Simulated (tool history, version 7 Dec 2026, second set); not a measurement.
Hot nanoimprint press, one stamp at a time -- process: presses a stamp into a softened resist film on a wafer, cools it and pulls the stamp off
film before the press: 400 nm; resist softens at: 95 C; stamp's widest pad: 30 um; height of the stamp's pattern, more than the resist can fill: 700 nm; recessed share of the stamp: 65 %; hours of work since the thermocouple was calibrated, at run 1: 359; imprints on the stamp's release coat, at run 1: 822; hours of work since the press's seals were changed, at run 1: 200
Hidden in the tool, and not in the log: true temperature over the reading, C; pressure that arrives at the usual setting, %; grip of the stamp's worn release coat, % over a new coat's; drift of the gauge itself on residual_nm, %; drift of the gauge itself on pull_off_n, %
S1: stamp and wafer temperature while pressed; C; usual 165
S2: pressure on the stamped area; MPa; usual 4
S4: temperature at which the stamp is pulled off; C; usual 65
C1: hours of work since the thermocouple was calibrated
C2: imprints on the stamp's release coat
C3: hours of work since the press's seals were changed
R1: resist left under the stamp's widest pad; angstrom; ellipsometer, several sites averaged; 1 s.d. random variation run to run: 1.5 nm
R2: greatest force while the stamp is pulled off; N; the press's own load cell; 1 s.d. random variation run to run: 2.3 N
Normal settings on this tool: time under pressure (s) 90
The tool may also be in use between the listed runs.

Run 1, hour 0: usual settings; C1 359; C2 822; C3 200. Result: R1 2422 angstrom, R2 131 N.
At hour 7.9: plate thermocouple calibrated.
Run 2, hour 8.7: usual settings; C1 0; C2 843; C3 204. Result: R1 2509 angstrom, R2 135 N.
Run 3, hour 12.7: usual settings; C1 3; C2 858; C3 206. Result: R1 2508 angstrom, R2 141 N.
Run 4, hour 20: usual settings; C1 7; C2 885; C3 210. Result: R1 2503 angstrom, R2 134 N.
Run 5, hour 25.8: usual settings; C1 10; C2 906; C3 213. Result: R1 2500 angstrom, R2 142 N.
Run 6, hour 33.2: usual settings; C1 14; C2 934; C3 218. Result: R1 2519 angstrom, R2 138 N.
Run 7, hour 38.8: usual settings; C1 18; C2 955; C3 221. Result: R1 2521 angstrom, R2 138 N.
Run 8, hour 43.6: usual settings; C1 20; C2 973; C3 224. Result: R1 2509 angstrom, R2 135 N.
Run 9, hour 49.1: usual settings; C1 23; C2 993; C3 227. Result: R1 2501 angstrom, R2 139 N.
Run 10, hour 56.5: usual settings; C1 28; C2 1021; C3 231. Result: R1 2521 angstrom, R2 133 N.
At hour 65: plate thermocouple calibrated, once more.
Run 11, hour 67.8: usual settings but S2 3.45 MPa; C1 2; C2 1052; C3 236. Result: R1 2496 angstrom, R2 134 N.
Run 12, hour 72: usual settings but S2 3.45 MPa; C1 4; C2 1067; C3 238. Result: R1 2482 angstrom, R2 138 N.
Run 13, hour 78.7: usual settings but S2 3.45 MPa; C1 8; C2 1092; C3 242. Result: R1 2441 angstrom, R2 133 N.
Run 14, hour 87.2: usual settings but S2 3.45 MPa; C1 13; C2 1124; C3 247. Result: R1 2463 angstrom, R2 132 N.
Run 15, hour 95.2: usual settings but S2 3.45 MPa; C1 17; C2 1154; C3 251. Result: R1 2450 angstrom, R2 134 N.
Run 16, hour 101: usual settings but S1 157 C, S2 3.45 MPa, time under pressure (s) 104; C1 20; C2 1175; C3 255. Result: R1 3054 angstrom, R2 134 N.
Run 17, hour 105.9: usual settings but S1 157 C, S2 4.91 MPa, time under pressure (s) 57, S4 60 C; C1 23; C2 1194; C3 257. Result: R1 3096 angstrom, R2 158 N.
Run 18, hour 111.5: usual settings but S1 171 C; C1 26; C2 1215; C3 261. Result: R1 1863 angstrom, R2 136 N.
At hour 123.9: stamp cleaned and given a new release coat.
Run 19, hour 124.4: usual settings but S1 159 C, S2 3.55 MPa, time under pressure (s) 87; C1 30; C2 2; C3 264. Result: R1 2999 angstrom, R2 105 N.
Run 20, hour 133.1: usual settings but S1 159 C, S2 3.55 MPa, time under pressure (s) 87, S4 56 C; C1 35; C2 35; C3 269. Result: R1 3002 angstrom, R2 133 N.
Run 21, hour 139: usual settings but S1 159 C, S2 3.55 MPa, time under pressure (s) 87, S4 56 C; C1 39; C2 57; C3 273. Result: R1 2980 angstrom, R2 139 N.
Run 22, hour 144.4: usual settings but S2 5.54 MPa, S4 53 C; C1 42; C2 76; C3 276. Result: R1 2026 angstrom, R2 143 N.
Run 23, hour 150.5: usual settings but S1 174 C, S4 68 C; C1 45; C2 99; C3 279. Result: R1 1650 angstrom, R2 98 N.
Run 24, hour 157.9: usual settings but S1 174 C, S4 68 C; C1 50; C2 127; C3 284. Result: R1 1626 angstrom, R2 102 N.
Run 25, hour 163.1: usual settings but S1 174 C, S4 68 C; C1 52; C2 146; C3 287. Result: R1 1651 angstrom, R2 100 N.
Run 26, hour 167.5: usual settings but S1 174 C, S4 68 C; C1 55; C2 163; C3 289. Result: R1 1627 angstrom, R2 102 N.
Run 27, hour 173.1: usual settings but S1 174 C, S4 68 C; C1 58; C2 183; C3 292. Result: R1 1640 angstrom, R2 98 N.
Run 28, hour 180.3: usual settings but S1 174 C, S2 4.5 MPa, S4 62 C; C1 62; C2 210; C3 296. Result: R1 1537 angstrom, R2 123 N.
Run 29, hour 185.9: usual settings but S1 174 C, S2 6 MPa, time under pressure (s) 106, S4 70 C; C1 65; C2 231; C3 300. Result: R1 1248 angstrom, R2 102 N.

Branching from run 29: 3 alternative next runs. What would each branch give?
Run A, hour 191.1: usual settings but S1 155 C; C1 68; C2 250; C3 302. Result: R1 ?, R2 ?.
Run B, hour 191.1: usual settings but S1 166 C, S2 6 MPa, time under pressure (s) 88, S4 70 C; C1 68; C2 250; C3 302. Result: R1 ?, R2 ?.
Run C, hour 191.1: usual settings but S1 174 C, S2 6 MPa, time under pressure (s) 106, S4 61 C; C1 68; C2 250; C3 302. Result: R1 ?, R2 ?.

run    R1   R2
  A  3226  113
  B  1903   99
  C  1265  128
Take away the tool's hidden state, keep each run's random variation, and the runs would have read:
run    R1   R2
  A  3203  105
  B  1874   93
  C  1245  120

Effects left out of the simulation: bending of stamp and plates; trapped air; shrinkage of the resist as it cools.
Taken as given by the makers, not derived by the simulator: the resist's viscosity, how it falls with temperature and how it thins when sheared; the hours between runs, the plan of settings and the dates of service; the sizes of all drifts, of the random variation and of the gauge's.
